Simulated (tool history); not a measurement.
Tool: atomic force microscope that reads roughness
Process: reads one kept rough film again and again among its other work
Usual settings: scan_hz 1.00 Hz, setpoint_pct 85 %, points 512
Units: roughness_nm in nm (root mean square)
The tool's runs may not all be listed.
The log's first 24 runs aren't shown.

run,hour,scan_hz,setpoint_pct,points,pictures with this tip,hours of work since the height scale was calibrated,roughness_nm
# hour 1078.8: new tip fitted
25,1078.8,2.98,85,512,0,1031,1.160
26,1133.7,2.98,85,512,51,1060,1.149
27,1161.2,1.00,84,512,77,1074,1.221
28,1200.6,1.00,89,690,114,1094,1.211
29,1244.3,0.51,65,512,155,1117,1.264
30,1283.3,0.63,65,512,192,1137,1.236
# hour 1297.3: new tip fitted
31,1348.2,2.42,85,779,48,1171,1.165
32,1402.5,2.42,85,779,99,1199,1.141
33,1434.1,2.42,85,779,128,1216,1.146
34,1489.5,2.31,84,346,180,1245,1.124
# hour 1514.0: new tip fitted
35,1539.4,1.25,83,512,24,1270,1.233

The next listed run, before its measurement:
36,1586.1,1.25,83,512,68,1295,?

roughness_nm: 1.229 nm (root mean square)
Without the tool's hidden state the same run would have given roughness_nm 1.278 nm (root mean square).
